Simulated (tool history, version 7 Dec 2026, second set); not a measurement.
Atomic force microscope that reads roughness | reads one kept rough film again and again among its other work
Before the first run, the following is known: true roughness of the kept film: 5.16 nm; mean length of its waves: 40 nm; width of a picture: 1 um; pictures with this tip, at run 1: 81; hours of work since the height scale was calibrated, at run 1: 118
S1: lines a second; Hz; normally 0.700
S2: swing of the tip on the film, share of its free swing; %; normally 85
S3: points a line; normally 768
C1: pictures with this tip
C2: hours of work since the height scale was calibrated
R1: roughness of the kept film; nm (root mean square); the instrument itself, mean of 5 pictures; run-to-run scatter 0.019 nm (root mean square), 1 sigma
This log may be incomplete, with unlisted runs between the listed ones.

{"run": 1, "day": 0.0, "S1": 0.7, "S2": 85, "S3": 768, "C1": 81, "C2": 118, "R1": 4.545}
{"run": 2, "day": 0.229, "S1": 0.7, "S2": 85, "S3": 768, "C1": 89, "C2": 121, "R1": 4.521}
{"run": 3, "day": 0.454, "S1": 0.7, "S2": 85, "S3": 768, "C1": 98, "C2": 124, "R1": 4.523}
{"run": 4, "day": 0.717, "S1": 0.7, "S2": 85, "S3": 768, "C1": 108, "C2": 127, "R1": 4.515}
{"run": 5, "day": 0.962, "S1": 0.7, "S2": 85, "S3": 674, "C1": 117, "C2": 130, "R1": 4.539}
{"run": 6, "day": 1.288, "S1": 0.7, "S2": 85, "S3": 514, "C1": 129, "C2": 134, "R1": 4.546}
{"run": 7, "day": 1.554, "S1": 0.7, "S2": 85, "S3": 514, "C1": 139, "C2": 138, "R1": 4.548}
{"run": 8, "day": 1.725, "S1": 0.7, "S2": 85, "S3": 768, "C1": 146, "C2": 140, "R1": 4.523}
{"run": 9, "day": 2.042, "S1": 0.7, "S2": 85, "S3": 768, "C1": 158, "C2": 144, "R1": 4.511}
{"run": 10, "day": 2.2, "S1": 0.7, "S2": 85, "S3": 768, "C1": 164, "C2": 146, "R1": 4.527}
{"run": 11, "day": 2.567, "S1": 0.7, "S2": 85, "S3": 513, "C1": 177, "C2": 150, "R1": 4.52}
{"run": 12, "day": 2.883, "S1": 0.7, "S2": 85, "S3": 768, "C1": 189, "C2": 154, "R1": 4.522}
{"run": 13, "day": 3.267, "S1": 0.7, "S2": 85, "S3": 768, "C1": 204, "C2": 159, "R1": 4.562}
{"run": 14, "day": 3.5, "S1": 2.456, "S2": 57, "S3": 438, "C1": 213, "C2": 162, "R1": 4.574}
{"day": 3.808, "done": "new tip fitted"}
{"run": 15, "day": 3.912, "S1": 2.456, "S2": 57, "S3": 438, "C1": 3, "C2": 167, "R1": 4.586}
{"run": 16, "day": 4.2, "S1": 0.7, "S2": 85, "S3": 561, "C1": 14, "C2": 171, "R1": 4.544}
{"run": 17, "day": 4.417, "S1": 0.7, "S2": 61, "S3": 641, "C1": 22, "C2": 174, "R1": 4.664}
{"run": 18, "day": 4.638, "S1": 0.7, "S2": 61, "S3": 641, "C1": 31, "C2": 176, "R1": 4.693}
{"run": 19, "day": 4.958, "S1": 0.554, "S2": 75, "S3": 716, "C1": 43, "C2": 180, "R1": 4.648}
{"run": 20, "day": 5.233, "S1": 2.964, "S2": 88, "S3": 760, "C1": 53, "C2": 184, "R1": 3.905}
{"run": 21, "day": 5.5, "S1": 2.964, "S2": 88, "S3": 760, "C1": 63, "C2": 187, "R1": 3.91}
{"run": 22, "day": 5.896, "S1": 0.515, "S2": 71, "S3": 888, "C1": 78, "C2": 192, "R1": 4.645}
{"run": 23, "day": 6.2, "S1": 0.505, "S2": 59, "S3": 262, "C1": 90, "C2": 196, "R1": 4.655}
{"run": 24, "day": 6.562, "S1": 0.505, "S2": 59, "S3": 262, "C1": 103, "C2": 201, "R1": 4.632}

Below are 5 alternative next runs, each starting from the tool's condition after run 24. Predict each:
{"run": "A", "day": 6.958, "S1": 0.718, "S2": 87, "S3": 314, "C1": 118, "C2": 206, "R1": "?"}
{"run": "B", "day": 6.958, "S1": 1.494, "S2": 59, "S3": 649, "C1": 118, "C2": 206, "R1": "?"}
{"run": "C", "day": 6.958, "S1": 0.7, "S2": 60, "S3": 768, "C1": 118, "C2": 206, "R1": "?"}
{"run": "D", "day": 6.958, "S1": 1.721, "S2": 69, "S3": 768, "C1": 118, "C2": 206, "R1": "?"}
{"run": "E", "day": 6.958, "S1": 0.505, "S2": 59, "S3": 954, "C1": 118, "C2": 206, "R1": "?"}

run=A R1=4.468
run=B R1=4.623
run=C R1=4.664
run=D R1=4.547
run=E R1=4.722
Stripped of hidden state, with their random variation kept, the same runs would have yielded:
run=A R1=4.472
run=B R1=4.627
run=C R1=4.669
run=D R1=4.551
run=E R1=4.726

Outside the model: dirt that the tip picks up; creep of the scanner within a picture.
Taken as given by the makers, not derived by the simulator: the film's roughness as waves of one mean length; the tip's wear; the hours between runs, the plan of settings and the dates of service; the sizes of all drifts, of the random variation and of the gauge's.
